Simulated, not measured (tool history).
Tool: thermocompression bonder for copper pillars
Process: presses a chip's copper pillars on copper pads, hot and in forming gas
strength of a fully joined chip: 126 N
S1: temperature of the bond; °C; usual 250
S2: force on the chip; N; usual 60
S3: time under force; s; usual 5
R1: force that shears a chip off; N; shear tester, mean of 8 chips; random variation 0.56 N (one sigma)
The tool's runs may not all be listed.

run,day,S1,S2,S3,R1
1,0.000,250,60,5,92.0
2,0.500,250,60,5,91.1
3,0.917,250,60,5,91.0
4,1.654,250,52,5,86.7
5,2.183,250,52,5,87.7
6,2.767,250,49,5,85.4
7,3.133,250,49,5,84.7
8,3.775,250,49,5,85.4
9,4.288,250,60,5,90.1
10,4.962,250,60,5,90.8
11,5.583,250,60,5,90.7
12,6.196,250,60,5,89.6
13,6.742,250,60,10,101.9
14,7.467,259,60,5,96.2
15,7.775,259,60,5,95.5
16,8.208,233,84,5,83.5
17,8.838,233,84,5,83.8
18,9.379,260,38,14,103.0
19,9.888,237,87,7,95.1
20,10.504,234,77,4,78.1

Run 21 comes next. What will it give?
21,10.888,246,66,8,?

{"run 21": {"R1": 96.4}}
Without the tool's hidden state the same run would have given R1 99.8 N.

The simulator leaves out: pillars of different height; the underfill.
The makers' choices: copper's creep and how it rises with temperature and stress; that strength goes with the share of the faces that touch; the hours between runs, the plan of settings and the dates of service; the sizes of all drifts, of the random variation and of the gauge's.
